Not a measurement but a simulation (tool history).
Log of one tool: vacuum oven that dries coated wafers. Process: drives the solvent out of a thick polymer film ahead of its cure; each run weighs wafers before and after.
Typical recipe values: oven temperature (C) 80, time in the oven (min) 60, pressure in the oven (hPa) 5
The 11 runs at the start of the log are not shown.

run	hour	oven temperature (C)	time in the oven (min)	pressure in the oven (hPa)	solvent left in the film (%)
12	160.7	85	69	5	0.24
13	178.2	80	58	5	0.73
14	201.6	80	58	5	0.72
15	215.3	80	60	3.27	0.6
16	237.4	80	60	5.52	0.66
17	255.5	67	84	13.88	2.49
18	272.7	80	63	5	0.58
19	295.9	80	63	5	0.61
20	310.8	75	64	8.13	1.34
21	331.6	78	34	5	2.42
22	344.4	78	34	5	2.4
23	363.9	80	34	17.75	2.36
24	374.6	92	52	18.12	0.44
25	394.7	92	52	18.12	0.41
26	408.8	80	54	9.34	0.95
27	422.1	66	81	3.21	2.3
28	435.2	66	81	3.21	2.26
29	450.1	80	47	11.51	1.26
30	461.2	74	72	14.07	1.43
31	482.2	74	75	10.04	1.2

Consider 3 possible next runs. They are alternatives, not a sequence: every one starts from the tool as it was left by run 31. What does each give?
A	493.9	73	75	10.04	?
B	493.9	80	81	5.86	?
C	493.9	80	60	17.48	?

run	solvent left in the film (%)
A	1.33
B	0.4
C	1.02
Take away the tool's hidden state, keep each run's random variation, and the runs would have read:
run	solvent left in the film (%)
A	1.62
B	0.46
C	1.22
